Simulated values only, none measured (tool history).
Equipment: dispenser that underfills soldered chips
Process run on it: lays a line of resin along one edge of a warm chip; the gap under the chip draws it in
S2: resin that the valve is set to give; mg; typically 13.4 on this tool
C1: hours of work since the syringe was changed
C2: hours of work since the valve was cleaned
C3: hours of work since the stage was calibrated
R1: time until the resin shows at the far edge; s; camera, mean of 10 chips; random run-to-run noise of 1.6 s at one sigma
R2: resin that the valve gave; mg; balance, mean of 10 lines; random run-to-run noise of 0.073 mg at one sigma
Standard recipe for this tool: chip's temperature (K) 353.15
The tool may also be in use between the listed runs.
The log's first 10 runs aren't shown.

{"hour": 62.9, "done": "new syringe of resin"}
{"run": 11, "hour": 68.1, "chip's temperature (K)": 353.15, "S2": 13.4, "C1": 4, "C2": 84, "C3": 331, "R1": 177.4, "R2": 12.19}
{"hour": 71.2, "done": "new syringe of resin"}
{"run": 12, "hour": 75.2, "chip's temperature (K)": 345.15, "S2": 13.4, "C1": 3, "C2": 89, "C3": 336, "R1": 230.1, "R2": 12.21}
{"hour": 79.0, "done": "new syringe of resin"}
{"run": 13, "hour": 85.3, "chip's temperature (K)": 353.15, "S2": 13.4, "C1": 5, "C2": 96, "C3": 343, "R1": 193.2, "R2": 12.25}
{"hour": 87.3, "done": "new syringe of resin"}
{"hour": 95.4, "done": "new syringe of resin"}
{"run": 14, "hour": 95.4, "chip's temperature (K)": 350.15, "S2": 13.4, "C1": 0, "C2": 103, "C3": 350, "R1": 161.5, "R2": 11.92}
{"run": 15, "hour": 101.2, "chip's temperature (K)": 350.15, "S2": 13.4, "C1": 4, "C2": 107, "C3": 354, "R1": 210.3, "R2": 12.14}
{"hour": 103.2, "done": "new syringe of resin"}
{"run": 16, "hour": 109.3, "chip's temperature (K)": 353.15, "S2": 13.4, "C1": 5, "C2": 113, "C3": 360, "R1": 189.4, "R2": 11.93}
{"hour": 111.1, "done": "new syringe of resin"}
{"run": 17, "hour": 115.2, "chip's temperature (K)": 353.15, "S2": 13.4, "C1": 3, "C2": 117, "C3": 364, "R1": 174.1, "R2": 11.92}
{"hour": 119.4, "done": "new syringe of resin"}
{"run": 18, "hour": 122.0, "chip's temperature (K)": 353.15, "S2": 13.4, "C1": 2, "C2": 122, "C3": 369, "R1": 162.6, "R2": 11.99}
{"hour": 127.5, "done": "new syringe of resin"}
{"run": 19, "hour": 131.2, "chip's temperature (K)": 353.15, "S2": 16.9, "C1": 3, "C2": 129, "C3": 376, "R1": 169, "R2": 14.79}
{"hour": 135.3, "done": "new syringe of resin"}
{"run": 20, "hour": 141.3, "chip's temperature (K)": 353.15, "S2": 16.9, "C1": 4, "C2": 136, "C3": 383, "R1": 180.5, "R2": 14.69}
{"hour": 143.1, "done": "new syringe of resin"}
{"hour": 151.1, "done": "new syringe of resin"}
{"run": 21, "hour": 152.1, "chip's temperature (K)": 344.15, "S2": 13.7, "C1": 1, "C2": 144, "C3": 391, "R1": 207.5, "R2": 11.76}
{"hour": 158.9, "done": "new syringe of resin"}
{"hour": 160.8, "done": "dispensing valve cleaned and set on the balance"}
{"run": 22, "hour": 161.0, "chip's temperature (K)": 344.15, "S2": 13.7, "C1": 1, "C2": 0, "C3": 396, "R1": 202.4, "R2": 13.73}
{"hour": 167.8, "done": "new syringe of resin"}
{"run": 23, "hour": 170.4, "chip's temperature (K)": 359.15, "S2": 13.8, "C1": 2, "C2": 7, "C3": 403, "R1": 131, "R2": 13.8}
{"hour": 175.7, "done": "new syringe of resin"}
{"run": 24, "hour": 175.7, "chip's temperature (K)": 355.15, "S2": 17.4, "C1": 0, "C2": 11, "C3": 407, "R1": 130.7, "R2": 17.24}
{"hour": 183.8, "done": "new syringe of resin"}
{"run": 25, "hour": 183.9, "chip's temperature (K)": 368.15, "S2": 16, "C1": 0, "C2": 16, "C3": 413, "R1": 83.9, "R2": 15.75}
{"hour": 191.9, "done": "new syringe of resin"}
{"run": 26, "hour": 192.0, "chip's temperature (K)": 368.15, "S2": 16, "C1": 0, "C2": 22, "C3": 418, "R1": 83.6, "R2": 15.58}
{"run": 27, "hour": 197.5, "chip's temperature (K)": 358.15, "S2": 14.7, "C1": 4, "C2": 26, "C3": 423, "R1": 143.6, "R2": 14.24}
{"hour": 200.0, "done": "new syringe of resin"}
{"run": 28, "hour": 205.1, "chip's temperature (K)": 361.15, "S2": 16.2, "C1": 4, "C2": 32, "C3": 428, "R1": 129.4, "R2": 15.71}
{"hour": 208.1, "done": "new syringe of resin"}
{"run": 29, "hour": 212.5, "chip's temperature (K)": 352.15, "S2": 15.7, "C1": 3, "C2": 37, "C3": 433, "R1": 169.6, "R2": 15.24}
{"hour": 216.4, "done": "new syringe of resin"}
{"run": 30, "hour": 218.0, "chip's temperature (K)": 351.15, "S2": 15.2, "C1": 1, "C2": 41, "C3": 437, "R1": 158.6, "R2": 14.47}
{"hour": 224.6, "done": "new syringe of resin"}
{"run": 31, "hour": 226.5, "chip's temperature (K)": 348.15, "S2": 13.7, "C1": 1, "C2": 47, "C3": 443, "R1": 183.7, "R2": 13.16}
{"hour": 232.4, "done": "new syringe of resin"}
{"run": 32, "hour": 232.9, "chip's temperature (K)": 348.15, "S2": 13.7, "C1": 0, "C2": 52, "C3": 448, "R1": 165.2, "R2": 13.02}
{"hour": 240.6, "done": "new syringe of resin"}
{"run": 33, "hour": 241.7, "chip's temperature (K)": 354.15, "S2": 14.2, "C1": 1, "C2": 58, "C3": 454, "R1": 137.8, "R2": 13.44}

Each row is a separate what-if for the run after 33, all from the same tool condition, not one after another. Results?
{"hour": 249.2, "done": "new syringe of resin"}
{"run": "A", "hour": 251.1, "chip's temperature (K)": 346.15, "S2": 14.2, "C1": 1, "C2": 65, "C3": 461, "R1": "?", "R2": "?"}
{"hour": 249.2, "done": "new syringe of resin"}
{"run": "B", "hour": 251.1, "chip's temperature (K)": 358.15, "S2": 14.3, "C1": 1, "C2": 65, "C3": 461, "R1": "?", "R2": "?"}
{"hour": 249.2, "done": "new syringe of resin"}
{"run": "C", "hour": 251.1, "chip's temperature (K)": 364.15, "S2": 13.4, "C1": 1, "C2": 65, "C3": 461, "R1": "?", "R2": "?"}
{"hour": 249.2, "done": "new syringe of resin"}
{"run": "D", "hour": 251.1, "chip's temperature (K)": 343.15, "S2": 13.7, "C1": 1, "C2": 65, "C3": 461, "R1": "?", "R2": "?"}

run=A R1=195 R2=13.36
run=B R1=126.8 R2=13.5
run=C R1=104.6 R2=12.63
run=D R1=220.4 R2=12.97
The same runs, with their run-to-run variation unchanged, on a tool lacking any hidden condition would have given:
run=A R1=200.9 R2=14.2
run=B R1=129.7 R2=14.35
run=C R1=106.4 R2=13.42
run=D R1=227.2 R2=13.78
